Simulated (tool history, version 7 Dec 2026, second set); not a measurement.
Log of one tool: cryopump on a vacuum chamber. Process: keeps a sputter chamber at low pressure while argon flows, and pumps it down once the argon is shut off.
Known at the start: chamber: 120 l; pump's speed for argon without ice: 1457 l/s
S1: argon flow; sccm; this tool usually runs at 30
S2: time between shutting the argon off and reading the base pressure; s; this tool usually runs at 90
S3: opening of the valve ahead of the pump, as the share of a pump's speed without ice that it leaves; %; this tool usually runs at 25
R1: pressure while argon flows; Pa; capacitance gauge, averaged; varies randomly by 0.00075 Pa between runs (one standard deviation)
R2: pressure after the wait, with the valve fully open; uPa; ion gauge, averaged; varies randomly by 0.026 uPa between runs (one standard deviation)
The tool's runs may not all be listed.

| run | day | S1 | S2 | S3 | R1 | R2 |
|---|---|---|---|---|---|---|
| 1 | 0 | 30 | 90 | 25 | 0.1403 | 1.25 |
| 2 | 0.346 | 30 | 90 | 25 | 0.1421 | 1.22 |
| 3 | 0.679 | 30 | 90 | 25 | 0.1405 | 1.21 |
| 4 | 1.454 | 30 | 90 | 25 | 0.1408 | 1.18 |
| 5 | 1.854 | 30 | 90 | 25 | 0.1411 | 1.16 |
| 6 | 2.242 | 13 | 90 | 25 | 0.0619 | 1.19 |
| 7 | 2.696 | 13 | 90 | 25 | 0.0612 | 1.19 |
| 8 | 3.092 | 13 | 90 | 25 | 0.0602 | 1.2 |
| 9 | 3.879 | 30 | 136 | 25 | 0.1421 | 0.9 |
| 10 | 4.629 | 30 | 136 | 25 | 0.1418 | 0.92 |
| 11 | 5.383 | 30 | 136 | 24 | 0.1469 | 0.91 |
| 12 | 5.804 | 30 | 90 | 50 | 0.0716 | 1.29 |
| 13 | 6.575 | 26 | 275 | 20 | 0.1522 | 0.62 |
| 14 | 6.921 | 27 | 290 | 20 | 0.1584 | 0.59 |

Predict each of these 4 candidate next runs independently; none follows another, all start after run 14:
| A | 7.575 | 37 | 90 | 16 | ? | ? |
| B | 7.575 | 30 | 90 | 21 | ? | ? |
| C | 7.575 | 13 | 290 | 20 | ? | ? |
| D | 7.575 | 27 | 225 | 23 | ? | ? |

| run | R1 | R2 |
|---|---|---|
| A | 0.2723 | 1.22 |
| B | 0.1689 | 1.25 |
| C | 0.0759 | 0.59 |
| D | 0.1382 | 0.67 |
Had the tool no hidden state, the same runs would have come out as:
| run | R1 | R2 |
|---|---|---|
| A | 0.2692 | 1.12 |
| B | 0.1664 | 1.15 |
| C | 0.0748 | 0.49 |
| D | 0.1359 | 0.56 |
